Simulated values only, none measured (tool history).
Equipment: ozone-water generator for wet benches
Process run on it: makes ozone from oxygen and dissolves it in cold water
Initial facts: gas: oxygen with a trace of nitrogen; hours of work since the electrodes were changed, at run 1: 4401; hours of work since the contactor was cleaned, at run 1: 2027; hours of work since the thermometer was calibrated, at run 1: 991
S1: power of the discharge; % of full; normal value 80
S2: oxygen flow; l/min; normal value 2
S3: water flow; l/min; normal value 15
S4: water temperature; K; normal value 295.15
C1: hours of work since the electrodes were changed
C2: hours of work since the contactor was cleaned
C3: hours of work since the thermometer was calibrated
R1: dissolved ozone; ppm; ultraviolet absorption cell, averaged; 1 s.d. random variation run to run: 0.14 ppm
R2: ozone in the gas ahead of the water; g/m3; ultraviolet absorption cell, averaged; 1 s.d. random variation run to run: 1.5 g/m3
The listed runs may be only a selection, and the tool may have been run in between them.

run,hour,S1,S2,S3,S4,C1,C2,C3,R1,R2
1,0,80,2,15,295.15,4401,2027,991,16.6,282.2
2,215.1,80,2,15,295.15,4554,2180,1144,16.7,286.8
3,366.3,80,2,15,299.15,4662,2288,1251,15.8,285.7
4,540.1,80,1.1,15,299.15,4785,2412,1375,13.9,379.2
5,679.9,54,2,15,295.15,4885,2511,1474,12.8,218.7
6,809.7,80,2,15,295.15,4977,2603,1567,16.4,287.4
7,952.9,80,2,9,295.15,5079,2705,1669,26,286.1
8,1090.1,80,2,9,295.15,5177,2803,1766,26,287.2
9,1253.8,80,2,9,295.15,5293,2919,1883,26.3,288.6
10,1469.9,80,2,9,295.15,5447,3073,2037,26.2,286
11,1666.6,80,2,9,295.15,5587,3213,2177,26.1,288.2
12,1763.4,80,2,9,295.15,5656,3282,2246,26.3,289.4
13,1950.1,80,2,15,295.15,5789,3415,2378,16.6,289.7
14,2161.7,80,2,15,295.15,5939,3566,2529,16.6,291.8
15,2304.7,46,2,15,295.15,6041,3667,2631,11.4,198.5
16,2514.7,46,2,15,295.15,6191,3817,2780,11.1,200.2
17,2648.1,46,2,15,295.15,6285,3912,2875,11.5,197.4
18,2833.1,46,2,15,295.15,6417,4043,3007,11.6,199.7
# hour 2851.6: water thermometer calibrated
19,3042.9,72,1.31,15,295.15,6566,4192,136,13.9,333.2
20,3226,80,2,15,288.15,6696,4323,267,17.7,292.2
# hour 3411.9: gauge calibrated
21,3411.9,80,1.46,15,288.15,6829,4455,399,16.2,333.8
22,3517.8,80,2.98,12,295.15,6904,4530,474,21.2,235.8
23,3647.3,80,2.98,12,295.15,6996,4622,566,21.4,234.9
24,3744.4,80,2.17,15,295.15,7065,4692,635,16.7,274.4
25,3847.8,61,1.33,19,291.15,7139,4765,709,9.7,285.8
26,4058.5,61,1.33,19,291.15,7289,4915,859,9.7,288.3
27,4252.2,41,1.33,19,291.15,7427,5053,997,7.3,220.4
28,4465.4,80,2,16,295.15,7578,5205,1149,15.6,290.6
29,4638.9,80,2,16,295.15,7702,5328,1272,15.5,288.8
30,4798.2,61,2.69,16,293.15,7815,5442,1385,13.9,209.6
31,5010.5,80,1.88,15,295.15,7966,5593,1536,16.4,297.1
32,5116.9,62,2.26,16,289.15,8042,5668,1612,14.6,226.4
33,5296.1,62,2.26,16,289.15,8170,5796,1740,14.3,230

Branching from run 33: 4 alternative next runs. What would each branch give?
A,5397.9,63,2.26,23,289.15,8242,5868,1812,?,?
B,5397.9,62,3.52,16,289.15,8242,5868,1812,?,?
C,5397.9,54,2.71,16,289.15,8242,5868,1812,?,?
D,5397.9,80,2,22,295.15,8242,5868,1812,?,?

run,R1,R2
A,9.8,230.1
B,15.5,185.1
C,13.7,191.4
D,11.2,288.7
What these runs would have given with no unlogged condition in the tool:
run,R1,R2
A,9.8,226.8
B,15.5,182.4
C,13.7,188.5
D,11.2,284.5
